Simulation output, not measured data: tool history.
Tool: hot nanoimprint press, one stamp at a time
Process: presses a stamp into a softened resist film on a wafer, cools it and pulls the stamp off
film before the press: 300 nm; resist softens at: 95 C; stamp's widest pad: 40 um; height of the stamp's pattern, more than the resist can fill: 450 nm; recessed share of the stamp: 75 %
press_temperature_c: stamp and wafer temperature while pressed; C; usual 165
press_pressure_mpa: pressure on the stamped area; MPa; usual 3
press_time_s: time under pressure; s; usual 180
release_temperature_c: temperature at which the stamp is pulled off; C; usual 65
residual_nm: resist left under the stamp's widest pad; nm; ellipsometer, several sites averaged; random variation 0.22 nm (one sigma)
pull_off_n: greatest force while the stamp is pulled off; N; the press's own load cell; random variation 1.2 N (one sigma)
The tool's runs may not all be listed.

run	hour	press_temperature_c	press_pressure_mpa	press_time_s	release_temperature_c	residual_nm	pull_off_n
1	0	165	3	180	65	143.4	201
2	17.9	165	3	100	65	172.6	204
3	27.7	165	3	316	65	117.7	203
4	39.6	165	3	180	65	142.9	204
5	53.1	165	3	180	65	143.2	203
6	69.7	173	3	180	65	102.3	205
7	80.3	173	3	180	65	102.2	207
8	90.4	173	3	180	65	102.4	207
9	112.3	165	3	180	70	142.7	203
# hour 122: stamp cleaned and given a new release coat
10	135.9	165	3	176	70	143.4	182
11	146.7	165	3	176	70	143.9	178
12	164.3	165	3	176	70	143.5	182
13	183	165	3	180	65	142.7	189
14	195.9	165	3	180	65	142.7	190
15	209.1	165	3	180	65	142.1	192
16	227.4	160	3	180	65	174.6	190
17	238.1	170	2.18	123	52	155	204
18	251.1	161	3.6	242	58	139.4	202
19	271.9	165	3	180	57	141.9	200
20	295	153	2.18	242	52	231.3	205
21	312.1	153	2.18	242	52	231.9	210
22	323.8	153	2.18	242	52	231.3	210
23	346.4	170	3.71	359	59	79.5	206
24	365.2	170	3.71	359	59	79.1	205
25	382.1	170	3.71	359	59	79.1	206
26	397.4	166	3	180	55	136.3	210
27	408.7	166	3	180	55	136.5	212
28	419.2	166	3	180	55	136	210
29	429.2	171	2.25	180	61	128.6	206
30	453.5	168	4.12	297	69	87.3	199
# hour 461: plate thermocouple calibrated
31	479.7	168	4.12	297	69	90.1	199

Hidden state or all else? Some run-to-run changes of residual_nm, split into what the settings, what came in and random variation would give without the hidden state, and what is left for the hidden state (with any gauge scatter that isn't in both results):
The hidden state here: true temperature over the reading, C; pressure that arrives at the usual setting, %; grip of the stamp's worn release coat, % over a new coat's; drift of the gauge itself on residual_nm, %; drift of the gauge itself on pull_off_n, %.
Run 19 -> 20: press_temperature_c 165 -> 153, press_pressure_mpa 3 -> 2.18, press_time_s 180 -> 242, release_temperature_c 57 -> 52. residual_nm +89.4 nm: hidden state -0.6, all else +90.
Run 22 -> 23: press_temperature_c 153 -> 170, press_pressure_mpa 2.18 -> 3.71, press_time_s 242 -> 359, release_temperature_c 52 -> 59. residual_nm -151.8 nm: hidden state +2.5, all else -154.3.
Run 25 -> 26: press_temperature_c 170 -> 166, press_pressure_mpa 3.71 -> 3, press_time_s 359 -> 180, release_temperature_c 59 -> 55. residual_nm +57.2 nm: hidden state -2.1, all else +59.3.
Run 30 -> 31: plate thermocouple calibrated. residual_nm +2.8 nm: hidden state +2.9, all else -0.1.
